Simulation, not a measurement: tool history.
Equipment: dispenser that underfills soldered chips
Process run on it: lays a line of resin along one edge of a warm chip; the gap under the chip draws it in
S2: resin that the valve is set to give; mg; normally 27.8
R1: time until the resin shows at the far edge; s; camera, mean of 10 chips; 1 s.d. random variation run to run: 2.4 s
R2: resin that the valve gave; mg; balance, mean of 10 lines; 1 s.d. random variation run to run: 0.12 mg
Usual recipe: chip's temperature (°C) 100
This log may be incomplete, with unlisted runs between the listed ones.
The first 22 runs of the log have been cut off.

Run 23, hour 182.5: usual settings but chip's temperature (°C) 93, S2 35.4 mg. Result: R1 484.5 s, R2 32.56 mg.
At hour 184.4: new syringe of resin.
Run 24, hour 188.9: usual settings but chip's temperature (°C) 102, S2 30.2 mg. Result: R1 302.6 s, R2 27.89 mg.
At hour 196.3: new syringe of resin.
Run 25, hour 200.3: usual settings but chip's temperature (°C) 95. Result: R1 360.6 s, R2 25.29 mg.
Run 26, hour 206.9: usual settings but chip's temperature (°C) 89, S2 31.0 mg. Result: R1 591.8 s, R2 28.15 mg.
At hour 207.9: new syringe of resin.
Run 27, hour 214.8: usual settings but chip's temperature (°C) 89, S2 31.0 mg. Result: R1 485.5 s, R2 27.78 mg.
At hour 219.3: new syringe of resin.
At hour 222.1: dispensing valve cleaned and set on the balance.
Run 28, hour 225.7: usual settings but chip's temperature (°C) 89, S2 29.6 mg. Result: R1 442.6 s, R2 29.64 mg.
At hour 232.0: new syringe of resin.
Run 29, hour 234.4: usual settings but chip's temperature (°C) 92, S2 33.5 mg. Result: R1 342.5 s, R2 33.37 mg.
At hour 243.6: new syringe of resin.
Run 30, hour 245.2: usual settings but chip's temperature (°C) 92, S2 35.3 mg. Result: R1 335.8 s, R2 35.10 mg.
Run 31, hour 253.7: usual settings but chip's temperature (°C) 92, S2 35.3 mg. Result: R1 516.9 s, R2 34.68 mg.
At hour 255.8: new syringe of resin.
Run 32, hour 259.8: usual settings but chip's temperature (°C) 87, S2 33.4 mg. Result: R1 446.3 s, R2 33.01 mg.

The next listed run, before its measurement:
At hour 267.3: new syringe of resin.
Run 33, hour 271.7: usual settings but chip's temperature (°C) 87, S2 33.4 mg. Result: R1 ?, R2 ?.

R1: 449.6 s
R2: 32.62 mg
On a tool with no hidden condition, and with the same random variation, this run would have come out at R1 344.6 s, R2 33.25 mg.

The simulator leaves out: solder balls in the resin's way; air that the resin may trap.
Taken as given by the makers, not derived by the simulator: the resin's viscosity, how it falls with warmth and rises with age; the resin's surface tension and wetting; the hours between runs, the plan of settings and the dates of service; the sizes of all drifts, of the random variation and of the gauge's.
